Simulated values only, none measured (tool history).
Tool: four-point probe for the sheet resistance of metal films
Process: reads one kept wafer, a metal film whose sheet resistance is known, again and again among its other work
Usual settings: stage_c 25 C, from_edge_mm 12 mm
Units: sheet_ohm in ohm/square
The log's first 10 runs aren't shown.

run   hour  stage_c  from_edge_mm  touches since the probe head was changed  hours of work since the stage's thermometer was calibrated  sheet_ohm
 11  208.8       25            12                                      4577                                                          55   4.850261
 12  228.4       25            23                                      4948                                                          67   4.845369
 13  248.9       26            23                                      5336                                                          81   4.846142
 14  272.9       26            23                                      5791                                                          97   4.844832
 15  286.1       26            23                                      6042                                                         106   4.843873
 16  309.6       26            23                                      6486                                                         121   4.843123
 17    327       26            23                                      6817                                                         133   4.846752
 18  346.4       30            29                                      7183                                                         145    4.84222
 19  361.7       25            28                                      7474                                                         155   4.846876
 20  374.6       25             3                                      7719                                                         164   4.914661
 21  399.8       24            21                                      8196                                                         181   4.847896
 22    412       24            21                                      8427                                                         189   4.847459
 23  437.3       24            21                                      8905                                                         205   4.847608
 24    459       33            14                                      9318                                                         220   4.843396
 25  480.4       24             3                                      9722                                                         234   4.917769
 26  501.8       24             3                                     10129                                                         248    4.91765
 27  525.4       19             3                                     10574                                                         263   4.920698
 28  548.1       19            12                                     11005                                                         278   4.853164
 29  563.3       19            12                                     11292                                                         288   4.853776
 30  591.1       19             4                                     11820                                                         307   4.889009
 31  614.9       19             4                                     12271                                                         322   4.891281
 32  642.5       19             4                                     12793                                                         341    4.88978
 33  664.9       29             8                                     13218                                                         355   4.854033
 34  689.6       27             7                                     13686                                                         372   4.857658

3 ways to go on from here, each from the tool as it stands after run 34. What would each give?
  A  701.1       25             3                                     13903                                                         379          ?
  B  701.1       22            36                                     13903                                                         379          ?
  C  701.1       27            12                                     13903                                                         379          ?

run  sheet_ohm
  A   4.918523
  B    4.84845
  C   4.850241
Without the tool's hidden state the same runs would have given:
run  sheet_ohm
  A    4.91787
  B   4.847814
  C   4.849587

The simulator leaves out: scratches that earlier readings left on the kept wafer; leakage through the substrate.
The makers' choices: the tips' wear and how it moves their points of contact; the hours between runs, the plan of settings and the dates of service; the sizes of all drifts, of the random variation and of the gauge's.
